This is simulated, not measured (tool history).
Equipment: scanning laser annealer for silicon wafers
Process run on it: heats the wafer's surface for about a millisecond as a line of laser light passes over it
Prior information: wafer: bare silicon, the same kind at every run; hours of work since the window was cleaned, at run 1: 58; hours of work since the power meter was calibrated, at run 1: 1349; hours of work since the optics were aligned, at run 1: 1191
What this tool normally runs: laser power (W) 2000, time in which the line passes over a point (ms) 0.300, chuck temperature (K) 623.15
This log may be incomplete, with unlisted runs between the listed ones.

| run | hour | laser power (W) | time in which the line passes over a point (ms) | chuck temperature (K) | hours of work since the window was cleaned | hours of work since the power meter was calibrated | hours of work since the optics were aligned | highest temperature of the surface (K) |
|---|---|---|---|---|---|---|---|---|
| 1 | 0.0 | 2000 | 0.300 | 623.15 | 58 | 1349 | 1191 | 1360.15 |
| 2 | 23.9 | 2000 | 0.300 | 623.15 | 75 | 1365 | 1207 | 1366.15 |
| 3 | 53.2 | 2000 | 0.300 | 623.15 | 95 | 1386 | 1228 | 1361.15 |
| 4 | 94.1 | 2057 | 0.300 | 623.15 | 124 | 1414 | 1256 | 1389.15 |
| 5 | 115.5 | 2057 | 0.300 | 623.15 | 139 | 1429 | 1271 | 1386.15 |
| 6 | 143.8 | 2057 | 0.279 | 623.15 | 158 | 1448 | 1291 | 1352.15 |
| 7 | 171.1 | 2000 | 0.300 | 655.15 | 177 | 1468 | 1310 | 1389.15 |
| 8 | 198.8 | 1875 | 0.300 | 655.15 | 197 | 1487 | 1329 | 1331.15 |
| 9 | 240.8 | 1714 | 0.232 | 612.15 | 226 | 1516 | 1358 | 1126.15 |
| 10 | 272.7 | 1714 | 0.232 | 612.15 | 248 | 1538 | 1380 | 1124.15 |
| 11 | 309.8 | 1714 | 0.232 | 612.15 | 274 | 1564 | 1406 | 1123.15 |
| 12 | 332.4 | 2123 | 0.340 | 612.15 | 289 | 1580 | 1422 | 1461.15 |
| 13 | 368.4 | 2000 | 0.248 | 621.15 | 314 | 1605 | 1447 | 1271.15 |
| 14 | 403.4 | 2141 | 0.256 | 623.15 | 339 | 1629 | 1471 | 1345.15 |
| 15 | 437.6 | 2141 | 0.256 | 589.15 | 363 | 1653 | 1495 | 1307.15 |
| 16 | 485.2 | 1824 | 0.226 | 615.15 | 396 | 1686 | 1528 | 1154.15 |

Alternative continuations, all from the tool just after run 16; predict every row:
| A | 528.4 | 1847 | 0.253 | 658.15 | 426 | 1716 | 1558 | ? |
| B | 528.4 | 1707 | 0.226 | 615.15 | 426 | 1716 | 1558 | ? |
| C | 528.4 | 1866 | 0.271 | 599.15 | 426 | 1716 | 1558 | ? |
| D | 528.4 | 1925 | 0.230 | 626.15 | 426 | 1716 | 1558 | ? |

| run | highest temperature of the surface (K) |
|---|---|
| A | 1244.15 |
| B | 1113.15 |
| C | 1217.15 |
| D | 1209.15 |
Had the tool no hidden state, the same runs would have come out as:
| run | highest temperature of the surface (K) |
|---|---|
| A | 1271.15 |
| B | 1136.15 |
| C | 1245.15 |
| D | 1236.15 |

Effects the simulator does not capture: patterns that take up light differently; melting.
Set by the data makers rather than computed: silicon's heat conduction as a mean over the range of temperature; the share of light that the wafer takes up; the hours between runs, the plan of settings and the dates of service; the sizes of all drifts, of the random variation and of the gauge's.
